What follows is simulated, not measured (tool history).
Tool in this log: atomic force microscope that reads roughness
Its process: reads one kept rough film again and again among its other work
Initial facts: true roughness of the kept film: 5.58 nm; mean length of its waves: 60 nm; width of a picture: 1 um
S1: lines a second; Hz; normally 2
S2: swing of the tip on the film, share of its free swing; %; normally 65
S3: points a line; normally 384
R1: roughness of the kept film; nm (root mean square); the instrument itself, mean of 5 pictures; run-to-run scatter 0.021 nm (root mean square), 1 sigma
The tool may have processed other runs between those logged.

run,hour,S1,S2,S3,R1
1,0,2,65,384,5.083
2,6.6,2,65,384,5.081
# hour 15.1: new tip fitted
3,15.1,1.01,65,384,5.184
4,25,2,65,384,5.107
5,30.7,2,65,384,5.084
6,41.7,2,65,384,5.091
7,52.1,1.93,65,384,5.064
8,62,0.7,67,355,5.233
9,70.6,1.46,56,267,5.211
10,76.4,3.04,56,783,5.115
11,88.4,3.62,56,418,5.091
12,93.8,3.85,65,418,4.858
13,101.8,3.85,65,418,4.876
14,108.8,3.85,65,418,4.913

Predict each of these 3 candidate next runs independently; none follows another, all start after run 14:
A,113.7,0.84,79,425,?
B,113.7,3.85,66,334,?
C,113.7,2,84,418,?

run,R1
A,5.117
B,4.841
C,4.734
With no hidden state in the tool, these same runs would have given:
run,R1
A,5.13
B,4.853
C,4.745
